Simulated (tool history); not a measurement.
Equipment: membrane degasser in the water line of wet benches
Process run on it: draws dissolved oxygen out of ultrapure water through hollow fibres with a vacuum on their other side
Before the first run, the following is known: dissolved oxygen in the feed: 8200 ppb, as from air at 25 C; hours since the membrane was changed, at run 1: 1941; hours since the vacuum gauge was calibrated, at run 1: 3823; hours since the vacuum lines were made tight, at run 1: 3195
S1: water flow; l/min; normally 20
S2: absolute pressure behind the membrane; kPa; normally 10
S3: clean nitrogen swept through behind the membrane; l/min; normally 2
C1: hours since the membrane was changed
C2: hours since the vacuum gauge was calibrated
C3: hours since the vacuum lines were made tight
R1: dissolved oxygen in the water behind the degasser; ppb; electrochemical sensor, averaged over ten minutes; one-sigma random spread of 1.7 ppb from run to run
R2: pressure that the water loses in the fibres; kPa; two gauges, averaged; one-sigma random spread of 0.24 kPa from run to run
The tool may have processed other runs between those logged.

run    hour  S1    S2    S3    C1    C2    C3      R1     R2
  1       0  20    10     2  1941  3823  3195   171.7  61.96
  2   142.3  20    10     2  2083  3965  3338   171.2  62.19
  3   243.8  20    10     2  2185  4067  3439   171.4  61.83
  4   312.2  15    10     2  2253  4135  3508   130.1  46.51
  5   394.6  15    10     2  2335  4217  3590   130.3  46.22
  6   467.1  20    10  1.26  2408  4290  3663   254.5  61.85
  7   551.2  20    10  1.26  2492  4374  3747   253.1   62.1
  8   682.9  20    10  1.26  2624  4506  3878   255.6  62.86
  9   827.3  20    10  1.26  2768  4650  4023   256.5  62.07
 10   911.6  20    10  1.26  2852  4734  4107   252.9  62.35
 11   998.8  20  21.2     2  2940  4822  4194   413.7  62.52
 12  1076.8  20    10     2  3018  4900  4272   171.9  62.49
 13  1232.2  20    10     2  3173  5055  4428   172.2  62.54
     1245.4  -- vacuum gauge calibrated
 14  1332.3  20    10     2  3273    87  4527   174.8  62.81
 15  1455.1  20    10  3.66  3395   210  4650   100.8  62.82
     1475.3  -- vacuum gauge calibrated, once more
 16  1593.9  20    10  3.66  3534   119  4788    96.7  63.02
 17  1725.5  20    10  3.65  3665   250  4920    99.8  63.31
 18  1837.9  29  12.1  2.45  3778   363  5032   256.5  91.39
 19  1954.7  17   8.5  0.91  3894   479  5149   223.2  53.63
 20  2040.5  17   8.5  0.91  3980   565  5235   221.9  53.51
 21  2119.1  17   8.5  0.91  4059   644  5314   225.4  54.04
 22  2239.4  26    20  0.81  4179   764  5434  1016.8  82.06
 23  2371.2  16  13.2  2.34  4311   896  5566   166.7  50.94
 24  2442.2  30  11.8  1.23  4382   967  5637   448.3  95.32
 25  2579.4  22  12.7  2.06  4519  1104  5774   247.9  70.09
 26    2648  29    15  2.06  4588  1173  5842   394.7  92.58
 27  2752.4  20    10     2  4692  1277  5947   171.4  63.49
 28  2896.8  20  11.2  2.16  4837  1422  6091   182.9  63.94
 29  2973.8  27     6     2  4914  1499  6168   105.1  86.15
     3023.6  -- seals of the vacuum lines changed
 30  3100.5  27     6     2  5038  1623    77   108.2  86.42

Hidden condition of the tool, last listed run before each entry between runs versus first listed run after:
Logged between run 13 and run 14: vacuum gauge calibrated (hour 1245.4)
  membrane still open, %: 97.1 -> 97; true pressure behind the membrane over the reading, kPa: 0.22 -> 0.25; air that leaks in behind the membrane, l/min: 0.0067 -> 0.0068
  what was measured, less what the result would be without the hidden state, R1: +7.4 -> +8.2 ppb; R2: +1.83 -> +1.91 kPa
Logged between run 15 and run 16: vacuum gauge calibrated, once more (hour 1475.3)
  membrane still open, %: 96.8 -> 96.7; true pressure behind the membrane over the reading, kPa: 0.25 -> 0.01; air that leaks in behind the membrane, l/min: 0.0069 -> 0.007
  what was measured, less what the result would be without the hidden state, R1: +5.5 -> +2.4 ppb; R2: +1.99 -> +2.09 kPa
Logged between run 29 and run 30: seals of the vacuum lines changed (hour 3023.6)
  membrane still open, %: 95.4 -> 95.2; air that leaks in behind the membrane, l/min: 0.0082 -> 0.0021
  what was measured, less what the result would be without the hidden state, R1: +6.6 -> +6.6 ppb; R2: +3.99 -> +4.11 kPa
